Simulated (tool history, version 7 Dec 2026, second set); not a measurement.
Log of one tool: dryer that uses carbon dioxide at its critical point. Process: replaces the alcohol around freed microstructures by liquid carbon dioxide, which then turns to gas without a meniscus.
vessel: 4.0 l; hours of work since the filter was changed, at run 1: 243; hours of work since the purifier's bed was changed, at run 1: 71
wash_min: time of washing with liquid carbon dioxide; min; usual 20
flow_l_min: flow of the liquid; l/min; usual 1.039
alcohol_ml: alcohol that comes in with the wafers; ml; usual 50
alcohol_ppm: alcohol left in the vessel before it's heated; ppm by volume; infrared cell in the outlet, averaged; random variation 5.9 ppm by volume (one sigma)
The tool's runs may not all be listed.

| run | hour | wash_min | flow_l_min | alcohol_ml | hours of work since the filter was changed | hours of work since the purifier's bed was changed | alcohol_ppm |
|---|---|---|---|---|---|---|---|
| 1 | 0.0 | 20 | 1.039 | 50 | 243 | 71 | 332 |
| 2 | 13.6 | 20 | 1.039 | 50 | 252 | 80 | 338 |
| 3 | 20.8 | 20 | 1.270 | 50 | 257 | 85 | 167 |
| 4 | 34.3 | 20 | 1.270 | 50 | 267 | 95 | 170 |
| 5 | 46.8 | 20 | 1.039 | 50 | 276 | 104 | 356 |
| 6 | 54.1 | 20 | 1.039 | 50 | 281 | 109 | 360 |
| 7 | 66.9 | 20 | 1.039 | 50 | 290 | 118 | 385 |
| 8 | 80.2 | 20 | 1.039 | 52 | 300 | 128 | 399 |
|  | 87.8 | inlet filter changed |
| 9 | 91.3 | 20 | 1.039 | 52 | 2 | 135 | 248 |
| 10 | 100.4 | 20 | 1.039 | 50 | 9 | 142 | 230 |
| 11 | 114.3 | 20 | 0.850 | 50 | 19 | 151 | 478 |
| 12 | 123.5 | 20 | 0.850 | 50 | 25 | 158 | 486 |
| 13 | 136.2 | 20 | 0.850 | 50 | 35 | 167 | 507 |
| 14 | 143.5 | 20 | 0.850 | 50 | 40 | 172 | 513 |
| 15 | 155.9 | 20 | 0.850 | 50 | 49 | 181 | 502 |
| 16 | 165.9 | 20 | 0.850 | 50 | 56 | 188 | 503 |
| 17 | 174.2 | 20 | 1.039 | 50 | 62 | 194 | 270 |
| 18 | 182.9 | 20 | 1.039 | 50 | 68 | 200 | 272 |
| 19 | 192.3 | 20 | 1.039 | 50 | 75 | 207 | 268 |
| 20 | 201.7 | 20 | 1.039 | 50 | 81 | 214 | 278 |
| 21 | 213.7 | 20 | 1.039 | 50 | 90 | 222 | 281 |
| 22 | 226.8 | 20 | 1.039 | 50 | 99 | 232 | 297 |
| 23 | 235.5 | 20 | 1.039 | 50 | 105 | 238 | 300 |
| 24 | 246.1 | 20 | 1.039 | 50 | 113 | 246 | 305 |
| 25 | 252.3 | 15 | 0.960 | 88 | 117 | 250 | 1484 |
| 26 | 259.9 | 28 | 1.180 | 88 | 123 | 255 | 86 |
| 27 | 268.8 | 20 | 1.180 | 79 | 129 | 262 | 306 |
| 28 | 280.2 | 24 | 0.630 | 57 | 137 | 270 | 913 |
| 29 | 292.9 | 20 | 0.690 | 50 | 146 | 279 | 1052 |

Forecast run 30:
| 30 | 304.6 | 20 | 1.039 | 84 | 155 | 287 | ? |

Run 30 gave alcohol_ppm 516 ppm by volume.
Without the tool's hidden state the same run would have given alcohol_ppm 345 ppm by volume.
